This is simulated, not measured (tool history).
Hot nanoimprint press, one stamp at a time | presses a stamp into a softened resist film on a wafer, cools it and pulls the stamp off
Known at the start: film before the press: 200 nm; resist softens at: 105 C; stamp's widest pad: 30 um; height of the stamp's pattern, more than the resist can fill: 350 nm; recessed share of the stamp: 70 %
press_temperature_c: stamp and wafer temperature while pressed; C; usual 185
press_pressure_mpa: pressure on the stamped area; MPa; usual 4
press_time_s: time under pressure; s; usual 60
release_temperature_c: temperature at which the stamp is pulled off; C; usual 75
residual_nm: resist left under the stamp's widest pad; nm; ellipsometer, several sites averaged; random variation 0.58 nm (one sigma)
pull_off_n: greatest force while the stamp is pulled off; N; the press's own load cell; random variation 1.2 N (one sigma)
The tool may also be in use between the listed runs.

run	hour	press_temperature_c	press_pressure_mpa	press_time_s	release_temperature_c	residual_nm	pull_off_n
1	0	185	4	60	75	72.4	101
2	20.2	185	4	60	75	72.3	100
3	44.8	185	4	60	75	72.6	101
4	64	185	4	60	75	72.4	100
5	87.6	185	4	60	75	72.6	101
# hour 112.6: plate thermocouple calibrated
6	114.1	185	4	60	75	72.7	98
7	130.3	185	4	60	75	71.5	100
8	148.1	185	4	31	75	90.9	100
9	158.5	185	4	60	71	71.7	109
10	177.1	185	4	60	71	72	107
# hour 185.1: stamp cleaned and given a new release coat
11	206.4	185	4	60	75	71.9	98
12	221	185	4	76	75	66.4	99
13	240.4	185	4	60	67	71.7	116
14	259.5	185	4	60	64	72	122
15	284.1	185	4	60	64	73.1	122
16	297.7	185	4	60	64	72.4	124
17	309.5	175	4	60	79	111.1	93
18	321.9	194	6.35	53	67	39.2	114
19	334.5	193	6.35	53	67	41.4	118
20	351	185	3.68	85	75	66.8	99
# hour 367.5: stamp cleaned and given a new release coat
21	368.8	184	3.68	85	75	70.5	100
22	392.2	184	3.68	85	75	68.5	100
23	416.3	184	3.13	85	75	75.3	103
24	439.1	195	4.07	99	72	38	103
25	463.8	196	4	96	81	36.5	90
26	484.6	196	4	96	81	36.6	89
27	496.1	196	4	96	81	37	90
28	516.8	185	4	50	76	77.5	98
29	532.4	181	3.62	104	69	74.4	112
# hour 550.1: stamp cleaned and given a new release coat
30	562.8	173	5.17	57	65	110.5	116

3 ways to go on from here, each from the tool as it stands after run 30. What would each give?
A	574.1	196	4.8	57	65	?	?
B	574.1	173	4.94	57	72	?	?
C	574.1	174	4	60	76	?	?

run	residual_nm	pull_off_n
A	41.8	121
B	113.7	107
C	117.8	98
Without the tool's hidden state the same runs would have given:
run	residual_nm	pull_off_n
A	41.6	121
B	113.1	106
C	117.3	98

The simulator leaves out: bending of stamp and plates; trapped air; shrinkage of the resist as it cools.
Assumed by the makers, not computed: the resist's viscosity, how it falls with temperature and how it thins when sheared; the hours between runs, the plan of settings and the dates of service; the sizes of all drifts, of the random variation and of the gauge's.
